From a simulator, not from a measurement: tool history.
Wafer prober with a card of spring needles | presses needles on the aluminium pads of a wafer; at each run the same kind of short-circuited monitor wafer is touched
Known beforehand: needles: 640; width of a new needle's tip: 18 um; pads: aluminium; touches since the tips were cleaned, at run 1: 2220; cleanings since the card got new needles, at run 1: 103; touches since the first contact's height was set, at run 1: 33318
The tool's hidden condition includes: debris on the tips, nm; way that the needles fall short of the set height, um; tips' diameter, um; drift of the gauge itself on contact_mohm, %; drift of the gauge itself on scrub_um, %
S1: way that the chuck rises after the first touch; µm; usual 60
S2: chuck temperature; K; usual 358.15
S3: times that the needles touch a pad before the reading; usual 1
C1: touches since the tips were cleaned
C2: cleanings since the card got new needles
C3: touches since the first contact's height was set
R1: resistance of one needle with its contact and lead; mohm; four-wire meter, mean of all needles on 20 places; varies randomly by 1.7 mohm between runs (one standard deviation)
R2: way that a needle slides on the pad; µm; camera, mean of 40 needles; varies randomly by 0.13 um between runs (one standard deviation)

run,day,S1,S2,S3,C1,C2,C3,R1,R2
1,0.000,60,358.15,1,2220,103,33318,202,11.16
# day 0.042: tips cleaned on abrasive film
# day 0.200: tips cleaned on abrasive film
# day 0.354: tips cleaned on abrasive film
# day 0.550: tips cleaned on abrasive film
# day 0.708: tips cleaned on abrasive film
# day 0.862: tips cleaned on abrasive film
# day 1.058: tips cleaned on abrasive film
2,1.062,76,358.15,1,91,110,49251,178,14.25
# day 1.221: tips cleaned on abrasive film
# day 1.375: tips cleaned on abrasive film
# day 1.533: tips cleaned on abrasive film
# day 1.688: tips cleaned on abrasive film
# day 1.867: tips cleaned on abrasive film
3,1.867,76,358.15,1,0,115,61304,175,13.82
# day 2.062: tips cleaned on abrasive film
# day 2.217: tips cleaned on abrasive film
# day 2.375: tips cleaned on abrasive film
# day 2.529: tips cleaned on abrasive film
4,2.579,60,299.15,1,741,119,72019,178,10.87
# day 2.696: tips cleaned on abrasive film
# day 2.854: tips cleaned on abrasive film
# day 3.008: tips cleaned on abrasive film
# day 3.167: tips cleaned on abrasive film
# day 3.325: tips cleaned on abrasive film
5,3.325,60,323.15,1,40,124,83208,176,10.86
# day 3.483: tips cleaned on abrasive film
# day 3.638: tips cleaned on abrasive film
# day 3.833: tips cleaned on abrasive film
# day 4.029: tips cleaned on abrasive film
# day 4.183: tips cleaned on abrasive film
# day 4.342: tips cleaned on abrasive film
6,4.412,60,323.15,1,1067,130,99535,186,10.81
# day 4.529: tips cleaned on abrasive film
# day 4.683: tips cleaned on abrasive film
# day 4.842: tips cleaned on abrasive film
# day 5.000: tips cleaned on abrasive film
# day 5.154: tips cleaned on abrasive film
7,5.275,60,323.15,1,1860,135,112544,202,10.53
# day 5.317: tips cleaned on abrasive film
# day 5.475: tips cleaned on abrasive film
# day 5.629: tips cleaned on abrasive film
# day 5.788: tips cleaned on abrasive film
# day 5.946: tips cleaned on abrasive film
# day 6.100: tips cleaned on abrasive film
# day 6.258: tips cleaned on abrasive film
# day 6.412: tips cleaned on abrasive film
8,6.425,60,323.15,1,199,143,129759,182,10.20
# day 6.583: tips cleaned on abrasive film
# day 6.738: tips cleaned on abrasive film
# day 6.896: tips cleaned on abrasive film
# day 7.054: tips cleaned on abrasive film
9,7.183,60,323.15,1,2047,147,141195,202,10.33
# day 7.229: tips cleaned on abrasive film
# day 7.383: tips cleaned on abrasive film
# day 7.579: tips cleaned on abrasive film
# day 7.733: tips cleaned on abrasive film
10,7.796,60,323.15,1,905,151,150316,188,9.88
# day 7.912: tips cleaned on abrasive film
# day 8.071: tips cleaned on abrasive film
# day 8.225: tips cleaned on abrasive film
# day 8.383: tips cleaned on abrasive film
# day 8.538: tips cleaned on abrasive film
11,8.608,60,323.15,1,1094,156,162559,196,10.20
# day 8.729: tips cleaned on abrasive film
# day 8.883: tips cleaned on abrasive film
# day 9.042: tips cleaned on abrasive film
# day 9.196: tips cleaned on abrasive film
# day 9.354: tips cleaned on abrasive film
12,9.383,60,358.15,1,426,161,174133,191,10.12
# day 9.538: tips cleaned on abrasive film
# day 9.696: tips cleaned on abrasive film
# day 9.850: tips cleaned on abrasive film
# day 10.008: tips cleaned on abrasive film
# day 10.204: tips cleaned on abrasive film
# day 10.358: tips cleaned on abrasive film
13,10.429,46,358.15,1,1065,167,189867,221,7.15
# day 10.479: height of the first contact set anew
# day 10.558: tips cleaned on abrasive film
# day 10.717: tips cleaned on abrasive film
# day 10.871: tips cleaned on abrasive film
# day 11.029: tips cleaned on abrasive film
# day 11.183: tips cleaned on abrasive film
# day 11.342: tips cleaned on abrasive film
# day 11.496: tips cleaned on abrasive film
14,11.533,47,325.15,1,543,174,15798,210,6.38
# day 11.688: tips cleaned on abrasive film
# day 11.846: tips cleaned on abrasive film
# day 12.042: tips cleaned on abrasive film
# day 12.233: tips cleaned on abrasive film
15,12.288,47,325.15,1,836,178,27195,218,6.64
# day 12.408: tips cleaned on abrasive film
# day 12.604: tips cleaned on abrasive film
# day 12.796: tips cleaned on abrasive film
16,12.929,62,369.15,1,2047,181,36869,226,9.40
# day 12.971: tips cleaned on abrasive film
# day 13.129: tips cleaned on abrasive film
# day 13.283: tips cleaned on abrasive film
# day 13.442: tips cleaned on abrasive film
# day 13.600: tips cleaned on abrasive film
# day 13.754: tips cleaned on abrasive film
# day 13.912: tips cleaned on abrasive film
17,13.967,46,369.15,1,885,188,52423,238,6.18
# day 14.088: tips cleaned on abrasive film
# day 14.283: tips cleaned on abrasive film
# day 14.475: tips cleaned on abrasive film
# day 14.633: tips cleaned on abrasive film
# day 14.788: tips cleaned on abrasive film
# day 14.983: tips cleaned on abrasive film
18,15.046,48,358.15,1,942,194,68621,238,6.41
# day 15.162: tips cleaned on abrasive film
# day 15.321: tips cleaned on abrasive film
# day 15.475: tips cleaned on abrasive film
# day 15.633: tips cleaned on abrasive film
# day 15.788: tips cleaned on abrasive film
# day 15.946: tips cleaned on abrasive film
19,15.975,45,358.15,1,453,200,82569,231,5.72
# day 16.133: tips cleaned on abrasive film
# day 16.288: tips cleaned on abrasive film
# day 16.446: tips cleaned on abrasive film
# day 16.600: tips cleaned on abrasive film
# day 16.758: tips cleaned on abrasive film
# day 16.921: height of the first contact set anew, once more
# day 16.925: tips cleaned on abrasive film
# day 17.100: tips cleaned on abrasive film
20,17.100,45,358.15,1,0,207,2611,196,8.52
# day 17.296: tips cleaned on abrasive film
# day 17.450: tips cleaned on abrasive film
# day 17.646: tips cleaned on abrasive film
# day 17.842: tips cleaned on abrasive film
21,17.946,64,358.15,3,1617,211,15375,188,11.90
# day 18.025: tips cleaned on abrasive film
# day 18.183: tips cleaned on abrasive film
# day 18.338: tips cleaned on abrasive film
# day 18.533: tips cleaned on abrasive film
# day 18.729: tips cleaned on abrasive film
# day 18.883: tips cleaned on abrasive film
# day 19.042: tips cleaned on abrasive film
22,19.117,64,358.15,3,1153,218,32957,187,11.69
# day 19.233: tips cleaned on abrasive film
# day 19.392: tips cleaned on abrasive film
# day 19.583: tips cleaned on abrasive film
# day 19.779: tips cleaned on abrasive film
# day 19.954: tips cleaned on abrasive film
23,19.954,64,358.15,3,0,223,45531,179,11.80

Here are 4 independent what-if runs from the current tool condition. What would each one return?
# day 20.146: tips cleaned on abrasive film
# day 20.304: tips cleaned on abrasive film
# day 20.458: tips cleaned on abrasive film
A,20.575,45,358.15,1,1796,226,54954,?,?
# day 20.146: tips cleaned on abrasive film
# day 20.304: tips cleaned on abrasive film
# day 20.458: tips cleaned on abrasive film
B,20.575,64,345.15,3,1796,226,54954,?,?
# day 20.146: tips cleaned on abrasive film
# day 20.304: tips cleaned on abrasive film
# day 20.458: tips cleaned on abrasive film
C,20.575,72,358.15,1,1796,226,54954,?,?
# day 20.146: tips cleaned on abrasive film
# day 20.304: tips cleaned on abrasive film
# day 20.458: tips cleaned on abrasive film
D,20.575,45,358.15,1,1796,226,54954,?,?

run,R1,R2
A,236,8.06
B,185,11.72
C,198,13.19
D,239,8.19
Take away the tool's hidden state, keep each run's random variation, and the runs would have read:
run,R1,R2
A,182,8.49
B,171,12.15
C,175,13.63
D,184,8.62
